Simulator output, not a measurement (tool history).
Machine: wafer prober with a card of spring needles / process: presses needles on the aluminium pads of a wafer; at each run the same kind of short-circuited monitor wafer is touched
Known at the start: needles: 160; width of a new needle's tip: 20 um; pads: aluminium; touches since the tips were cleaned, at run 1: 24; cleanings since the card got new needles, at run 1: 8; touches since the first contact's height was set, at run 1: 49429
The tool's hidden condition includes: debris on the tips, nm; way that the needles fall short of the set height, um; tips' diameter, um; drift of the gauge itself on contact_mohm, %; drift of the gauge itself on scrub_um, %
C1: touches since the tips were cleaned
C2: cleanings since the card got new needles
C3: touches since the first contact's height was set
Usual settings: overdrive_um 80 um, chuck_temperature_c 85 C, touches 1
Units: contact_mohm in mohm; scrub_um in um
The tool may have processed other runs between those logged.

run 1 hour=0 | overdrive_um=80 chuck_temperature_c=85 touches=1 | C1=24 C2=8 C3=49429 | contact_mohm=243 scrub_um=17.24
run 2 hour=7.6 | overdrive_um=80 chuck_temperature_c=85 touches=1 | C1=1974 C2=8 C3=51379 | contact_mohm=292 scrub_um=17.19
run 3 hour=14.6 | overdrive_um=80 chuck_temperature_c=85 touches=1 | C1=3774 C2=8 C3=53179 | contact_mohm=318 scrub_um=17.26
-- hour=20.2 tips cleaned on abrasive film
run 4 hour=24.2 | overdrive_um=80 chuck_temperature_c=85 touches=1 | C1=1032 C2=9 C3=55598 | contact_mohm=271 scrub_um=17.09
run 5 hour=30.6 | overdrive_um=80 chuck_temperature_c=85 touches=1 | C1=2672 C2=9 C3=57238 | contact_mohm=304 scrub_um=17.33
run 6 hour=38.8 | overdrive_um=80 chuck_temperature_c=85 touches=1 | C1=4770 C2=9 C3=59336 | contact_mohm=326 scrub_um=17.28
-- hour=40.6 tips cleaned on abrasive film
run 7 hour=47 | overdrive_um=80 chuck_temperature_c=85 touches=1 | C1=1631 C2=10 C3=61423 | contact_mohm=285 scrub_um=17.17
run 8 hour=56.9 | overdrive_um=80 chuck_temperature_c=85 touches=1 | C1=4174 C2=10 C3=63966 | contact_mohm=319 scrub_um=17.33
-- hour=57.9 height of the first contact set anew
-- hour=61.4 tips cleaned on abrasive film
run 9 hour=65.9 | overdrive_um=80 chuck_temperature_c=85 touches=1 | C1=1147 C2=11 C3=2037 | contact_mohm=269 scrub_um=17.15
run 10 hour=73.9 | overdrive_um=77 chuck_temperature_c=85 touches=1 | C1=3206 C2=11 C3=4096 | contact_mohm=313 scrub_um=16.57
-- hour=81.5 tips cleaned on abrasive film
run 11 hour=82.5 | overdrive_um=77 chuck_temperature_c=42 touches=1 | C1=268 C2=12 C3=6273 | contact_mohm=243 scrub_um=16.38
run 12 hour=87.2 | overdrive_um=80 chuck_temperature_c=85 touches=1 | C1=1465 C2=12 C3=7470 | contact_mohm=286 scrub_um=17.21
-- hour=89 height of the first contact set anew, once more
run 13 hour=91.6 | overdrive_um=80 chuck_temperature_c=85 touches=1 | C1=2513 C2=12 C3=673 | contact_mohm=298 scrub_um=17.4
run 14 hour=98.3 | overdrive_um=80 chuck_temperature_c=85 touches=1 | C1=4230 C2=12 C3=2390 | contact_mohm=315 scrub_um=17.4
-- hour=102.5 tips cleaned on abrasive film
run 15 hour=107.7 | overdrive_um=89 chuck_temperature_c=28 touches=1 | C1=1343 C2=13 C3=4772 | contact_mohm=256 scrub_um=19.37
run 16 hour=111.9 | overdrive_um=89 chuck_temperature_c=28 touches=1 | C1=2413 C2=13 C3=5842 | contact_mohm=273 scrub_um=19.44
run 17 hour=121.2 | overdrive_um=63 chuck_temperature_c=56 touches=3 | C1=4813 C2=13 C3=8242 | contact_mohm=286 scrub_um=13.6
-- hour=122.5 tips cleaned on abrasive film
run 18 hour=128.3 | overdrive_um=79 chuck_temperature_c=43 touches=1 | C1=1483 C2=14 C3=10033 | contact_mohm=275 scrub_um=17.29
run 19 hour=137.8 | overdrive_um=79 chuck_temperature_c=43 touches=1 | C1=3906 C2=14 C3=12456 | contact_mohm=309 scrub_um=17.14
-- hour=142.6 tips cleaned on abrasive film
run 20 hour=142.9 | overdrive_um=80 chuck_temperature_c=65 touches=3 | C1=69 C2=15 C3=13734 | contact_mohm=237 scrub_um=17.32
run 21 hour=147.7 | overdrive_um=80 chuck_temperature_c=65 touches=3 | C1=1301 C2=15 C3=14966 | contact_mohm=248 scrub_um=17.33
run 22 hour=152.8 | overdrive_um=80 chuck_temperature_c=85 touches=1 | C1=2611 C2=15 C3=16276 | contact_mohm=307 scrub_um=17.35
-- hour=162.7 tips cleaned on abrasive film
run 23 hour=162.7 | overdrive_um=60 chuck_temperature_c=42 touches=1 | C1=0 C2=16 C3=18785 | contact_mohm=241 scrub_um=13.05
run 24 hour=171.4 | overdrive_um=80 chuck_temperature_c=77 touches=1 | C1=2229 C2=16 C3=21014 | contact_mohm=295 scrub_um=17.25
run 25 hour=179.1 | overdrive_um=83 chuck_temperature_c=85 touches=1 | C1=4201 C2=16 C3=22986 | contact_mohm=314 scrub_um=18.09
-- hour=183.4 tips cleaned on abrasive film
run 26 hour=184.5 | overdrive_um=83 chuck_temperature_c=85 touches=1 | C1=262 C2=17 C3=24340 | contact_mohm=250 scrub_um=17.87
run 27 hour=194.3 | overdrive_um=97 chuck_temperature_c=120 touches=1 | C1=2771 C2=17 C3=26849 | contact_mohm=287 scrub_um=21.03
run 28 hour=201.6 | overdrive_um=97 chuck_temperature_c=120 touches=1 | C1=4650 C2=17 C3=28728 | contact_mohm=302 scrub_um=21.05

Alternative continuations, all from the tool just after run 28; predict every row:
-- hour=204 tips cleaned on abrasive film
run A hour=209.1 | overdrive_um=80 chuck_temperature_c=81 touches=1 | C1=1289 C2=18 C3=30614 | contact_mohm=? scrub_um=?
-- hour=204 tips cleaned on abrasive film
run B hour=209.1 | overdrive_um=76 chuck_temperature_c=85 touches=1 | C1=1289 C2=18 C3=30614 | contact_mohm=? scrub_um=?
-- hour=204 tips cleaned on abrasive film
run C hour=209.1 | overdrive_um=97 chuck_temperature_c=120 touches=1 | C1=1289 C2=18 C3=30614 | contact_mohm=? scrub_um=?
-- hour=204 tips cleaned on abrasive film
run D hour=209.1 | overdrive_um=60 chuck_temperature_c=69 touches=1 | C1=1289 C2=18 C3=30614 | contact_mohm=? scrub_um=?

run=A contact_mohm=285 scrub_um=17.21
run=B contact_mohm=289 scrub_um=16.31
run=C contact_mohm=273 scrub_um=20.81
run=D contact_mohm=318 scrub_um=13.07
The same runs, with their run-to-run variation unchanged, on a tool lacking any hidden condition would have given:
run=A contact_mohm=238 scrub_um=17.32
run=B contact_mohm=238 scrub_um=16.42
run=C contact_mohm=242 scrub_um=20.93
run=D contact_mohm=238 scrub_um=13.19

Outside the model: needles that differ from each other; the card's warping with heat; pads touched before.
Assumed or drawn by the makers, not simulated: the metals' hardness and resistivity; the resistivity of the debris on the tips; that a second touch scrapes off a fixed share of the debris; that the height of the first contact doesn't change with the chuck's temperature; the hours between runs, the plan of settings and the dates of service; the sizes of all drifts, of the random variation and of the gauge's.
